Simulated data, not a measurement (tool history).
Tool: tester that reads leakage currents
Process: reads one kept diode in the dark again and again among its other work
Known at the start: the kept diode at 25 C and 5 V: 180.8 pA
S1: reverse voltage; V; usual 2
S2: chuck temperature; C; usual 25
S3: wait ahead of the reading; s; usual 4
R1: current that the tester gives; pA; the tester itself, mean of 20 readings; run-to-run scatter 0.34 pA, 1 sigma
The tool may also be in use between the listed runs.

run 1 hour=0 | S1=2 S2=25 S3=4 | R1=104.9
-- hour=74.2 chuck's temperature calibrated
run 2 hour=175.1 | S1=2 S2=25 S3=0.8 | R1=114.02
run 3 hour=339.4 | S1=2 S2=25 S3=4 | R1=113.14
run 4 hour=444.5 | S1=2 S2=25 S3=4 | R1=112.58
run 5 hour=549.8 | S1=9.04 S2=25 S3=4 | R1=260.4
run 6 hour=700.8 | S1=9.04 S2=25 S3=4 | R1=259.64
run 7 hour=825.2 | S1=18.44 S2=25 S3=4 | R1=388.43
run 8 hour=923.5 | S1=2.57 S2=25 S3=4 | R1=126.82
run 9 hour=1098.1 | S1=2.57 S2=25 S3=4 | R1=125.39
run 10 hour=1262.1 | S1=2.57 S2=25 S3=4 | R1=126.5
-- hour=1341.5 probe card cleaned and baked
run 11 hour=1372.7 | S1=2.57 S2=25 S3=4 | R1=120.12
run 12 hour=1478.9 | S1=2.57 S2=25 S3=4 | R1=119.82
run 13 hour=1586.8 | S1=2 S2=25 S3=4 | R1=103.04
run 14 hour=1774.8 | S1=2 S2=25 S3=4 | R1=103.45
run 15 hour=1897.4 | S1=9.85 S2=31 S3=2.3 | R1=399.88
run 16 hour=2063.4 | S1=1.28 S2=33 S3=7.42 | R1=154.3
run 17 hour=2161.6 | S1=7.55 S2=21 S3=0.58 | R1=153.94
-- hour=2176.3 chuck's temperature calibrated
run 18 hour=2255.8 | S1=7.05 S2=25 S3=0.41 | R1=226.83
run 19 hour=2386.9 | S1=4.79 S2=29 S3=1.68 | R1=247.64
run 20 hour=2536.5 | S1=2.74 S2=25 S3=6.15 | R1=130.39
run 21 hour=2640.6 | S1=2.74 S2=25 S3=6.15 | R1=130.41
run 22 hour=2827 | S1=3.24 S2=25 S3=6.15 | R1=141.72
run 23 hour=3013.1 | S1=3.24 S2=25 S3=6.15 | R1=142.48
run 24 hour=3132.6 | S1=3.24 S2=29 S3=2.07 | R1=194.82
run 25 hour=3303.8 | S1=3.24 S2=29 S3=2.07 | R1=194.5
run 26 hour=3404.4 | S1=3.24 S2=29 S3=2.07 | R1=194.24
run 27 hour=3485.3 | S1=3.24 S2=31 S3=3.88 | R1=226.94

Each row is a separate what-if for the run after 27, all from the same tool condition, not one after another. Results?
run A hour=3622 | S1=2 S2=25 S3=4.88 | R1=?
run B hour=3622 | S1=2 S2=41 S3=0.31 | R1=?
run C hour=3622 | S1=1.94 S2=22 S3=5.64 | R1=?
run D hour=3622 | S1=5.06 S2=32 S3=3.88 | R1=?

run=A R1=106.92
run=B R1=378.6
run=C R1=81.64
run=D R1=313.16
With no hidden state in the tool, these same runs would have given:
run=A R1=110.84
run=B R1=397.78
run=C R1=84.13
run=D R1=325.06
